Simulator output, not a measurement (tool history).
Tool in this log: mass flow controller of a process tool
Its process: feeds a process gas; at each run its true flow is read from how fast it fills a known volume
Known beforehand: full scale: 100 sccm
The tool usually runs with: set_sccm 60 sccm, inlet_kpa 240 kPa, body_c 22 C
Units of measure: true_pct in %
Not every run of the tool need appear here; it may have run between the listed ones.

run 1 day=0.000 | set_sccm=60 inlet_kpa=240 body_c=22 | true_pct=98.14
run 2 day=10.688 | set_sccm=60 inlet_kpa=240 body_c=22 | true_pct=98.23
run 3 day=24.850 | set_sccm=60 inlet_kpa=240 body_c=22 | true_pct=97.91
run 4 day=35.362 | set_sccm=60 inlet_kpa=188 body_c=22 | true_pct=98.20
run 5 day=57.638 | set_sccm=41 inlet_kpa=240 body_c=22 | true_pct=98.13
run 6 day=67.754 | set_sccm=41 inlet_kpa=240 body_c=22 | true_pct=98.10
run 7 day=85.304 | set_sccm=30 inlet_kpa=240 body_c=22 | true_pct=98.45
run 8 day=103.492 | set_sccm=30 inlet_kpa=240 body_c=22 | true_pct=98.38
run 9 day=126.133 | set_sccm=27 inlet_kpa=240 body_c=22 | true_pct=98.66
run 10 day=149.092 | set_sccm=60 inlet_kpa=247 body_c=22 | true_pct=97.47
run 11 day=164.550 | set_sccm=60 inlet_kpa=247 body_c=22 | true_pct=97.55
run 12 day=180.417 | set_sccm=60 inlet_kpa=247 body_c=22 | true_pct=97.32
run 13 day=203.212 | set_sccm=60 inlet_kpa=197 body_c=22 | true_pct=97.67
run 14 day=216.871 | set_sccm=60 inlet_kpa=197 body_c=22 | true_pct=97.61
run 15 day=234.421 | set_sccm=60 inlet_kpa=197 body_c=22 | true_pct=97.55
run 16 day=257.158 | set_sccm=94 inlet_kpa=197 body_c=22 | true_pct=97.40
run 17 day=273.112 | set_sccm=60 inlet_kpa=240 body_c=22 | true_pct=97.10
run 18 day=285.604 | set_sccm=60 inlet_kpa=240 body_c=22 | true_pct=97.10
-- day=293.162 controller's zero set anew
run 19 day=305.508 | set_sccm=60 inlet_kpa=198 body_c=22 | true_pct=95.34
run 20 day=327.617 | set_sccm=60 inlet_kpa=240 body_c=22 | true_pct=95.08
run 21 day=347.762 | set_sccm=60 inlet_kpa=240 body_c=22 | true_pct=94.92
-- day=353.433 controller exchanged for a calibrated one
run 22 day=364.188 | set_sccm=60 inlet_kpa=240 body_c=34 | true_pct=99.47
run 23 day=378.275 | set_sccm=60 inlet_kpa=240 body_c=34 | true_pct=99.52
run 24 day=399.229 | set_sccm=60 inlet_kpa=240 body_c=26 | true_pct=98.88
run 25 day=421.596 | set_sccm=94 inlet_kpa=228 body_c=30 | true_pct=99.76
run 26 day=435.429 | set_sccm=60 inlet_kpa=240 body_c=20 | true_pct=98.40
run 27 day=457.775 | set_sccm=60 inlet_kpa=193 body_c=33 | true_pct=99.32
run 28 day=468.858 | set_sccm=60 inlet_kpa=193 body_c=33 | true_pct=99.29
run 29 day=491.208 | set_sccm=60 inlet_kpa=240 body_c=31 | true_pct=98.84
run 30 day=505.333 | set_sccm=18 inlet_kpa=212 body_c=32 | true_pct=99.16
run 31 day=526.892 | set_sccm=18 inlet_kpa=212 body_c=32 | true_pct=99.39
run 32 day=544.275 | set_sccm=18 inlet_kpa=246 body_c=37 | true_pct=99.52
run 33 day=556.408 | set_sccm=18 inlet_kpa=246 body_c=37 | true_pct=99.62
run 34 day=567.562 | set_sccm=18 inlet_kpa=246 body_c=37 | true_pct=99.48
run 35 day=590.796 | set_sccm=18 inlet_kpa=246 body_c=37 | true_pct=99.71
run 36 day=607.983 | set_sccm=18 inlet_kpa=246 body_c=37 | true_pct=99.76
run 37 day=621.667 | set_sccm=18 inlet_kpa=206 body_c=40 | true_pct=100.33
run 38 day=635.088 | set_sccm=13 inlet_kpa=190 body_c=20 | true_pct=100.30
run 39 day=649.842 | set_sccm=60 inlet_kpa=198 body_c=35 | true_pct=98.77
run 40 day=668.762 | set_sccm=60 inlet_kpa=198 body_c=25 | true_pct=98.07
run 41 day=688.529 | set_sccm=60 inlet_kpa=198 body_c=25 | true_pct=98.06
run 42 day=708.388 | set_sccm=60 inlet_kpa=277 body_c=25 | true_pct=97.40
run 43 day=728.554 | set_sccm=60 inlet_kpa=277 body_c=25 | true_pct=97.12
run 44 day=751.258 | set_sccm=18 inlet_kpa=251 body_c=29 | true_pct=99.69
run 45 day=771.625 | set_sccm=60 inlet_kpa=179 body_c=27 | true_pct=97.93
run 46 day=784.550 | set_sccm=60 inlet_kpa=179 body_c=27 | true_pct=97.86

Here are 3 independent what-if runs from the current tool condition. What would each one return?
run A day=801.962 | set_sccm=87 inlet_kpa=144 body_c=32 | true_pct=?
run B day=801.962 | set_sccm=14 inlet_kpa=212 body_c=20 | true_pct=?
run C day=801.962 | set_sccm=40 inlet_kpa=272 body_c=31 | true_pct=?

run=A true_pct=98.45
run=B true_pct=101.03
run=C true_pct=97.75
With no hidden state in the tool, these same runs would have given:
run=A true_pct=100.57
run=B true_pct=98.03
run=C true_pct=98.71

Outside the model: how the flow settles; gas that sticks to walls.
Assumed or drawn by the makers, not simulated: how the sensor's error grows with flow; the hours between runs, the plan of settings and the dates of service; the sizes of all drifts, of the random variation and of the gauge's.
